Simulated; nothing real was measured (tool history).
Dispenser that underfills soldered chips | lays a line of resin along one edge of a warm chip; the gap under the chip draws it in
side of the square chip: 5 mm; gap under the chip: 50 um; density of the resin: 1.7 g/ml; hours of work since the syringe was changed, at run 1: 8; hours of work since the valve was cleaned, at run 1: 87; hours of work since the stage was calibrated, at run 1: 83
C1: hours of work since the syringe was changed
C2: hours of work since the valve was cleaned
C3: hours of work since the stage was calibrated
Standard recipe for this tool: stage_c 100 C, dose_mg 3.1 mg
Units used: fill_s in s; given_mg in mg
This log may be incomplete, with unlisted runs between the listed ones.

run 1 day=0 | stage_c=100 dose_mg=3.1 | C1=8 C2=87 C3=83 | fill_s=16.2 given_mg=2.88
-- day=0.1 new syringe of resin
run 2 day=0.346 | stage_c=100 dose_mg=3.1 | C1=5 C2=94 C3=89 | fill_s=12.8 given_mg=2.9
-- day=0.6 new syringe of resin
run 3 day=0.629 | stage_c=100 dose_mg=3.1 | C1=1 C2=99 C3=95 | fill_s=9.1 given_mg=2.89
run 4 day=0.854 | stage_c=100 dose_mg=3.1 | C1=5 C2=103 C3=99 | fill_s=12.7 given_mg=2.84
-- day=1.075 new syringe of resin
run 5 day=1.075 | stage_c=99 dose_mg=3.1 | C1=0 C2=107 C3=103 | fill_s=8.8 given_mg=2.85
run 6 day=1.421 | stage_c=99 dose_mg=3.1 | C1=7 C2=114 C3=109 | fill_s=15.4 given_mg=2.81
-- day=1.55 new syringe of resin
run 7 day=1.65 | stage_c=99 dose_mg=3.1 | C1=2 C2=118 C3=113 | fill_s=10.2 given_mg=2.84
-- day=2.042 new syringe of resin
run 8 day=2.042 | stage_c=99 dose_mg=3.1 | C1=0 C2=125 C3=121 | fill_s=8 given_mg=2.83
run 9 day=2.379 | stage_c=91 dose_mg=3.1 | C1=6 C2=131 C3=127 | fill_s=20.2 given_mg=2.82
-- day=2.517 new syringe of resin
run 10 day=2.738 | stage_c=100 dose_mg=3.1 | C1=4 C2=138 C3=133 | fill_s=11.4 given_mg=2.82
-- day=2.842 dispensing valve cleaned and set on the balance
-- day=3.058 new syringe of resin
run 11 day=3.133 | stage_c=98 dose_mg=2.91 | C1=1 C2=5 C3=140 | fill_s=10.4 given_mg=2.91
run 12 day=3.412 | stage_c=98 dose_mg=2.91 | C1=7 C2=11 C3=145 | fill_s=15.4 given_mg=2.91
-- day=3.546 new syringe of resin
run 13 day=3.729 | stage_c=98 dose_mg=2.91 | C1=3 C2=16 C3=151 | fill_s=12 given_mg=2.84
-- day=4.038 new syringe of resin
run 14 day=4.05 | stage_c=93 dose_mg=3.92 | C1=0 C2=22 C3=157 | fill_s=10.9 given_mg=3.91
run 15 day=4.354 | stage_c=93 dose_mg=3.92 | C1=6 C2=28 C3=163 | fill_s=17.4 given_mg=3.87
-- day=4.533 new syringe of resin
run 16 day=4.708 | stage_c=93 dose_mg=3.92 | C1=3 C2=34 C3=169 | fill_s=14.3 given_mg=3.85
run 17 day=4.95 | stage_c=86 dose_mg=2.92 | C1=8 C2=39 C3=174 | fill_s=27 given_mg=2.84
-- day=5.029 new syringe of resin
run 18 day=5.267 | stage_c=97 dose_mg=3.04 | C1=4 C2=45 C3=179 | fill_s=13.2 given_mg=2.94
-- day=5.512 new syringe of resin
run 19 day=5.512 | stage_c=100 dose_mg=3.32 | C1=0 C2=49 C3=184 | fill_s=8 given_mg=3.15

3 ways to go on from here, each from the tool as it stands after run 19. What would each give?
run A day=5.688 | stage_c=98 dose_mg=3.02 | C1=3 C2=52 C3=187 | fill_s=? given_mg=?
run B day=5.688 | stage_c=88 dose_mg=3.99 | C1=3 C2=52 C3=187 | fill_s=? given_mg=?
run C day=5.688 | stage_c=100 dose_mg=3.8 | C1=3 C2=52 C3=187 | fill_s=? given_mg=?

run=A fill_s=12 given_mg=2.91
run=B fill_s=16.5 given_mg=3.87
run=C fill_s=10.6 given_mg=3.67
Stripped of hidden state, with their random variation kept, the same runs would have yielded:
run=A fill_s=9.5 given_mg=3.01
run=B fill_s=13.2 given_mg=3.99
run=C fill_s=8.4 given_mg=3.79
